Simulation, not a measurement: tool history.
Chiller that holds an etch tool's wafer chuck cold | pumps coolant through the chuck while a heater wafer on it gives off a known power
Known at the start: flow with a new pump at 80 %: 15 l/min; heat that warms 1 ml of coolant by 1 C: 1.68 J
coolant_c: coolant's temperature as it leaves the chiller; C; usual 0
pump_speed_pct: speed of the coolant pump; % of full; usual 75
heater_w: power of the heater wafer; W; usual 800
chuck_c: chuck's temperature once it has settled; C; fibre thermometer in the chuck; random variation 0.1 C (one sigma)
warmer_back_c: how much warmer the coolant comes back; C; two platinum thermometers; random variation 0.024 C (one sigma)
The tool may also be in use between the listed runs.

{"run": 1, "hour": 0.0, "coolant_c": 0, "pump_speed_pct": 75, "heater_w": 800, "chuck_c": 5.5, "warmer_back_c": 2.09}
{"run": 2, "hour": 51.0, "coolant_c": 0, "pump_speed_pct": 75, "heater_w": 800, "chuck_c": 5.4, "warmer_back_c": 2.09}
{"run": 3, "hour": 81.6, "coolant_c": 0, "pump_speed_pct": 75, "heater_w": 800, "chuck_c": 5.6, "warmer_back_c": 2.1}
{"run": 4, "hour": 143.8, "coolant_c": 0, "pump_speed_pct": 75, "heater_w": 800, "chuck_c": 5.5, "warmer_back_c": 2.04}
{"run": 5, "hour": 176.4, "coolant_c": 3, "pump_speed_pct": 75, "heater_w": 800, "chuck_c": 8.4, "warmer_back_c": 2.08}
{"run": 6, "hour": 210.5, "coolant_c": 3, "pump_speed_pct": 75, "heater_w": 800, "chuck_c": 8.5, "warmer_back_c": 2.06}
{"run": 7, "hour": 253.6, "coolant_c": 3, "pump_speed_pct": 75, "heater_w": 800, "chuck_c": 8.5, "warmer_back_c": 2.08}
{"run": 8, "hour": 293.1, "coolant_c": 0, "pump_speed_pct": 75, "heater_w": 800, "chuck_c": 5.6, "warmer_back_c": 2.12}
{"run": 9, "hour": 329.5, "coolant_c": 0, "pump_speed_pct": 75, "heater_w": 800, "chuck_c": 5.5, "warmer_back_c": 2.1}
{"run": 10, "hour": 391.6, "coolant_c": 0, "pump_speed_pct": 75, "heater_w": 800, "chuck_c": 5.5, "warmer_back_c": 2.11}

The next listed run, before its measurement:
{"run": 11, "hour": 446.0, "coolant_c": 0, "pump_speed_pct": 75, "heater_w": 800, "chuck_c": "?", "warmer_back_c": "?"}

{"run 11": {"chuck_c": 5.5, "warmer_back_c": 2.09}}
Without the tool's hidden state the same run would have given chuck_c 5.2 C, warmer_back_c 2.04 C.
